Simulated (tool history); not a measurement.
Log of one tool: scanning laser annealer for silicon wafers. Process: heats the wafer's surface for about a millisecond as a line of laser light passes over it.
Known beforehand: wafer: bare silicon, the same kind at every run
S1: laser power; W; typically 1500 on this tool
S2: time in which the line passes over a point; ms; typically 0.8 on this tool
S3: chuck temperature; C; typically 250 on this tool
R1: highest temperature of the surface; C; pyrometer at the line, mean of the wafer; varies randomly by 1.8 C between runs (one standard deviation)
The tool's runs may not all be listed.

| run | hour | S1 | S2 | S3 | R1 |
|---|---|---|---|---|---|
| 1 | 0 | 1500 | 0.8 | 250 | 1006 |
| 2 | 13.7 | 1500 | 0.8 | 250 | 1006 |
| 3 | 42.9 | 1500 | 0.8 | 250 | 1004 |
| 4 | 62.3 | 1500 | 0.8 | 250 | 1003 |
| 5 | 78.4 | 1500 | 0.8 | 250 | 1001 |
| 6 | 107.9 | 1500 | 0.8 | 250 | 1004 |
| 7 | 125.5 | 1500 | 0.8 | 250 | 1004 |
| 8 | 146.5 | 1500 | 0.87 | 250 | 1031 |
| 9 | 169.7 | 1500 | 0.87 | 250 | 1030 |
| 10 | 196.7 | 1500 | 0.87 | 250 | 1032 |
| 11 | 225 | 1500 | 0.87 | 250 | 1027 |
| 12 | 237.1 | 1500 | 0.87 | 250 | 1030 |
| 13 | 258.5 | 1500 | 0.87 | 250 | 1027 |
| 14 | 283.5 | 1500 | 0.87 | 250 | 1028 |
| 15 | 307 | 1500 | 0.87 | 250 | 1021 |
| 16 | 336 | 1296 | 0.796 | 242 | 857 |
| 17 | 361.4 | 1296 | 0.796 | 242 | 856 |
| 18 | 379.2 | 1296 | 0.796 | 242 | 859 |
| 19 | 392.8 | 1460 | 0.797 | 267 | 983 |
| 20 | 417.5 | 1538 | 0.8 | 265 | 1033 |
| 21 | 432.9 | 1538 | 0.8 | 228 | 996 |
| 22 | 459 | 1559 | 0.721 | 211 | 957 |
| 23 | 472.6 | 1559 | 0.721 | 211 | 955 |
| 24 | 493.6 | 1317 | 0.624 | 225 | 785 |
| 25 | 517.9 | 1280 | 0.593 | 218 | 748 |
| 26 | 531.3 | 1280 | 0.593 | 218 | 747 |
| 27 | 552.7 | 1350 | 0.935 | 256 | 948 |

Pick out some run-to-run changes in R1. Of each, how much would a tool without hidden state show as well, from the settings, what came in and chance, and how much is left for the hidden state and any gauge scatter not in both results compared?
Hidden conditions of the tool in this case: light that passes the window, % of a clean one's; laser's true power over the reading, %; width of the line over the set one, %; drift of the gauge itself on peak_c, C.
Run 23 -> 24: S1 1559 -> 1317, S2 0.721 -> 0.624, S3 211 -> 225. R1 -170 C: hidden state +5, all else -175.
Run 26 -> 27: S1 1280 -> 1350, S2 0.593 -> 0.935, S3 218 -> 256. R1 +201 C: hidden state -7, all else +208.
